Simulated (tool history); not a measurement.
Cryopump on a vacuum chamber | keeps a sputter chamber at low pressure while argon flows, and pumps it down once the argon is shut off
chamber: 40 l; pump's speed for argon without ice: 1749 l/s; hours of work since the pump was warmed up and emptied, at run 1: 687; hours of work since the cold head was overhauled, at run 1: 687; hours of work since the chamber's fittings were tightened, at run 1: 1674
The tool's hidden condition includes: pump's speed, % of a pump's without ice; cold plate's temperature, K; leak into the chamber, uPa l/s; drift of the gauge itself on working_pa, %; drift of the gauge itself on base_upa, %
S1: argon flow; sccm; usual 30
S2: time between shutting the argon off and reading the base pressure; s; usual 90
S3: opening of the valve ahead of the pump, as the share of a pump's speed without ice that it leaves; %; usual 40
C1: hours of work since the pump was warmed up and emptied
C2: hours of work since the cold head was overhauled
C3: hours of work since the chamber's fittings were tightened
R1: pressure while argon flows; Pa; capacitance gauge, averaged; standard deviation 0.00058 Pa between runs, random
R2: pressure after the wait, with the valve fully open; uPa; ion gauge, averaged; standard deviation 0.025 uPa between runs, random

| run | hour | S1 | S2 | S3 | C1 | C2 | C3 | R1 | R2 |
|---|---|---|---|---|---|---|---|---|---|
| 1 | 0.0 | 30 | 90 | 40 | 687 | 687 | 1674 | 0.0790 | 3.40 |
| 2 | 35.8 | 30 | 90 | 40 | 705 | 705 | 1693 | 0.0804 | 3.28 |
|  | 45.2 | leaking fittings of the chamber tightened, without venting |
| 3 | 67.3 | 30 | 90 | 40 | 721 | 721 | 12 | 0.0799 | 1.09 |
| 4 | 99.1 | 30 | 90 | 40 | 738 | 738 | 28 | 0.0798 | 1.14 |
| 5 | 129.6 | 39 | 90 | 40 | 754 | 754 | 44 | 0.1044 | 1.14 |
| 6 | 147.1 | 39 | 90 | 40 | 763 | 763 | 54 | 0.1041 | 1.16 |
| 7 | 173.3 | 29 | 90 | 40 | 777 | 777 | 67 | 0.0768 | 1.18 |
| 8 | 211.0 | 16 | 90 | 40 | 797 | 797 | 87 | 0.0427 | 1.23 |
| 9 | 247.0 | 16 | 90 | 40 | 816 | 816 | 106 | 0.0436 | 1.23 |
| 10 | 280.2 | 53 | 90 | 40 | 833 | 833 | 124 | 0.1443 | 1.28 |
| 11 | 304.9 | 30 | 90 | 49 | 846 | 846 | 137 | 0.0680 | 1.31 |
| 12 | 331.0 | 30 | 90 | 49 | 860 | 860 | 150 | 0.0686 | 1.32 |
| 13 | 351.7 | 30 | 90 | 49 | 871 | 871 | 161 | 0.0684 | 1.31 |
| 14 | 390.7 | 30 | 90 | 49 | 891 | 891 | 182 | 0.0688 | 1.35 |
| 15 | 419.9 | 44 | 90 | 40 | 907 | 907 | 197 | 0.1198 | 1.37 |
| 16 | 453.0 | 30 | 90 | 40 | 924 | 924 | 215 | 0.0815 | 1.41 |
| 17 | 470.5 | 30 | 90 | 40 | 933 | 933 | 224 | 0.0822 | 1.44 |
| 18 | 505.5 | 24 | 161 | 18 | 952 | 952 | 242 | 0.1367 | 1.11 |
| 19 | 538.6 | 24 | 161 | 18 | 969 | 969 | 260 | 0.1384 | 1.10 |
| 20 | 567.8 | 20 | 103 | 18 | 984 | 984 | 275 | 0.1122 | 1.45 |
|  | 603.6 | pump warmed up, emptied and cooled again |
| 21 | 603.8 | 25 | 98 | 57 | 0 | 1001 | 291 | 0.0412 | 1.32 |
| 22 | 640.3 | 36 | 273 | 40 | 19 | 1020 | 310 | 0.0873 | 0.79 |
| 23 | 667.2 | 30 | 215 | 20 | 33 | 1034 | 325 | 0.1458 | 0.90 |
| 24 | 702.0 | 30 | 215 | 20 | 52 | 1052 | 343 | 0.1462 | 1.00 |
| 25 | 737.2 | 28 | 90 | 38 | 70 | 1071 | 361 | 0.0719 | 1.43 |
| 26 | 761.5 | 29 | 62 | 47 | 83 | 1084 | 374 | 0.0595 | 1.75 |
| 27 | 788.4 | 17 | 25 | 34 | 97 | 1098 | 388 | 0.0499 | 3.66 |
| 28 | 807.5 | 51 | 128 | 30 | 107 | 1108 | 398 | 0.1670 | 1.28 |
| 29 | 830.8 | 51 | 128 | 30 | 120 | 1120 | 411 | 0.1665 | 1.27 |
| 30 | 861.1 | 35 | 69 | 30 | 135 | 1136 | 427 | 0.1147 | 1.83 |
| 31 | 886.7 | 30 | 118 | 16 | 149 | 1149 | 440 | 0.1819 | 1.38 |
| 32 | 914.8 | 22 | 90 | 24 | 164 | 1164 | 455 | 0.0892 | 1.56 |
| 33 | 942.8 | 22 | 90 | 24 | 178 | 1179 | 470 | 0.0901 | 1.63 |

What if the next run were any one of these 4? Each begins from the tool's condition after run 33:
| A | 972.7 | 40 | 90 | 24 | 194 | 1195 | 485 | ? | ? |
| B | 972.7 | 18 | 57 | 40 | 194 | 1195 | 485 | ? | ? |
| C | 972.7 | 28 | 182 | 24 | 194 | 1195 | 485 | ? | ? |
| D | 972.7 | 19 | 289 | 22 | 194 | 1195 | 485 | ? | ? |

| run | R1 | R2 |
|---|---|---|
| A | 0.1639 | 1.60 |
| B | 0.0453 | 2.15 |
| C | 0.1141 | 1.20 |
| D | 0.0852 | 1.06 |
Stripped of hidden state, with their random variation kept, the same runs would have yielded:
| run | R1 | R2 |
|---|---|---|
| A | 0.1611 | 0.97 |
| B | 0.0440 | 1.50 |
| C | 0.1122 | 0.57 |
| D | 0.0839 | 0.42 |

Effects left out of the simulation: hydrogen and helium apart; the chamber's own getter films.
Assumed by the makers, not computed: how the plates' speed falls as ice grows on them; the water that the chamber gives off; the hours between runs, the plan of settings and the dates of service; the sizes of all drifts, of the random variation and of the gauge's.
